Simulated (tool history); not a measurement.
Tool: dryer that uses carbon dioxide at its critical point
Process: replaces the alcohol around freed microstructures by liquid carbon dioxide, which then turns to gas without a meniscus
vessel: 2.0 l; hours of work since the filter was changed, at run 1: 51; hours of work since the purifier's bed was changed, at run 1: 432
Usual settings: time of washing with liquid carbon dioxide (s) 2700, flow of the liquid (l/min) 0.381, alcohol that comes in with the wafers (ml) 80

run	day	time of washing with liquid carbon dioxide (s)	flow of the liquid (l/min)	alcohol that comes in with the wafers (ml)	hours of work since the filter was changed	hours of work since the purifier's bed was changed	alcohol left in the vessel before it's heated (ppm by volume)
1	0.000	2700	0.381	80	51	432	155
2	1.483	2700	0.381	80	74	454	176
3	2.871	2700	0.381	80	95	476	186
4	4.133	2700	0.573	80	115	495	104
5	5.221	2700	0.381	104	132	512	225
6	6.117	2700	0.381	38	145	526	151
7	7.588	2700	0.381	38	168	549	163
8	8.367	2700	0.381	38	180	561	149
9	9.746	2700	0.381	80	202	582	246
10	10.758	2700	0.381	80	217	598	242
11	12.054	2700	0.381	80	237	618	262
12	13.029	2700	0.381	80	252	633	263
13	14.471	2700	0.381	80	275	655	272
14	16.196	2700	0.381	80	301	682	288
15	17.858	2700	0.381	80	327	708	308
16	19.567	2700	0.381	80	353	734	322
# day 20.696: inlet filter changed
17	20.696	2700	0.381	80	0	751	218
18	21.992	3300	0.381	80	20	771	176
19	22.917	2700	0.399	80	34	785	202
20	24.617	2700	0.399	80	61	811	212
21	25.583	2700	0.381	39	76	826	199
22	26.933	2700	0.381	39	96	847	202
23	28.279	2220	0.381	57	117	868	372
24	29.492	2220	0.578	57	136	887	184
25	31.229	1800	0.297	57	163	914	1490
26	32.992	1800	0.297	57	190	941	1572
27	34.200	2580	0.237	84	209	960	1572
28	35.704	3600	0.474	102	232	983	200
29	37.321	2400	0.568	80	257	1008	206
30	38.488	2400	0.342	80	275	1026	658
31	39.221	2160	0.321	80	286	1037	1147
32	40.500	2160	0.321	80	306	1057	1233
33	42.196	2160	0.321	80	332	1083	1254
34	42.971	2160	0.464	25	344	1095	277
35	44.542	2160	0.464	25	369	1120	281
# day 44.667: inlet filter changed
36	45.467	2160	0.591	80	12	1133	237
37	46.742	2160	0.591	80	32	1153	231
38	47.517	2160	0.591	80	44	1165	247
# day 49.312: purifier's bed changed
39	49.392	2460	0.381	80	71	1	140
40	51.158	2460	0.381	80	98	29	164
41	52.733	1920	0.256	109	123	53	3233
42	53.821	1920	0.256	109	140	70	3284
43	54.688	1920	0.256	109	153	83	3264
44	56.058	2700	0.381	78	174	104	133

Measured less the same run without the tool's hidden state. The same run-to-run variation is in both; the gauge's scatter may not be:
The hidden state here: flow that reaches the vessel past the clogged filter, %; alcohol in the recycled carbon dioxide, ppm; drift of the gauge itself on alcohol_ppm, %.
run	alcohol left in the vessel before it's heated (ppm by volume)
1	+88
2	+96
3	+107
4	+92
5	+136
6	+116
7	+121
8	+127
9	+162
10	+168
11	+184
12	+195
13	+202
14	+218
15	+238
16	+255
17	+137
18	+144
19	+149
20	+159
21	+161
22	+163
23	+212
24	+172
25	+447
26	+512
27	+587
28	+191
29	+195
30	+408
31	+592
32	+655
33	+693
34	+242
35	+252
36	+215
37	+212
38	+222
39	+26
40	+42
41	+529
42	+598
43	+646
44	+65

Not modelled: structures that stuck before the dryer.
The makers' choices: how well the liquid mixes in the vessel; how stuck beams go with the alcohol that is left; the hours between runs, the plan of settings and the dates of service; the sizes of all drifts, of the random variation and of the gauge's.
